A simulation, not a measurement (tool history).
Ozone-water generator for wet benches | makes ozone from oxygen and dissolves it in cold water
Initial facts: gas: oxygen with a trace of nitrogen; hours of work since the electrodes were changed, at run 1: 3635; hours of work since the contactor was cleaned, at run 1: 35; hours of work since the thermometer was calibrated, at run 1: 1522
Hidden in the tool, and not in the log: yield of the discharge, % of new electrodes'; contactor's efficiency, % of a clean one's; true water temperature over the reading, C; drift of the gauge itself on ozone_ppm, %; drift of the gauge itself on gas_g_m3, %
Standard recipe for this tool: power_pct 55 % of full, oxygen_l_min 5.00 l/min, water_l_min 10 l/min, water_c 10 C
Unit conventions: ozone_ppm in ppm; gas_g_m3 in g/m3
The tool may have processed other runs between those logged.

run,hour,power_pct,oxygen_l_min,water_l_min,water_c,hours of work since the electrodes were changed,hours of work since the contactor was cleaned,hours of work since the thermometer was calibrated,ozone_ppm,gas_g_m3
1,0.0,55,5.00,10,10,3635,35,1522,39.3,215.7
2,82.7,55,5.00,9,10,3685,86,1572,41.4,214.4
3,173.3,55,5.00,9,10,3741,141,1628,41.6,214.6
4,294.8,55,5.00,9,10,3816,216,1703,41.3,213.8
5,367.9,55,5.00,9,10,3861,261,1748,41.5,216.5
6,473.1,55,5.00,9,10,3926,326,1813,41.7,214.3
7,569.4,55,5.00,9,10,3985,385,1872,41.6,214.8
8,678.9,57,5.00,10,12,4053,453,1940,38.4,219.1
9,798.4,55,3.60,10,15,4126,526,2013,34.0,240.2
10,905.8,61,5.00,8,10,4192,592,2079,48.3,231.2
11,1043.4,61,5.00,8,10,4277,677,2164,48.0,230.5
12,1115.7,61,4.49,11,10,4322,722,2209,37.8,237.9
13,1213.3,61,4.49,11,10,4382,782,2269,38.1,240.0
14,1298.4,61,4.49,11,10,4434,834,2321,37.9,238.6

Results per run with the tool's hidden condition removed, run-to-run variation unchanged:
run,gas_g_m3
1,215.9
2,214.5
3,214.5
4,213.5
5,216.0
6,213.7
7,214.0
8,218.1
9,238.9
10,229.8
11,228.8
12,236.0
13,237.9
14,236.3
ozone_ppm: at most 0.1 ppm away from the measurement, every run.
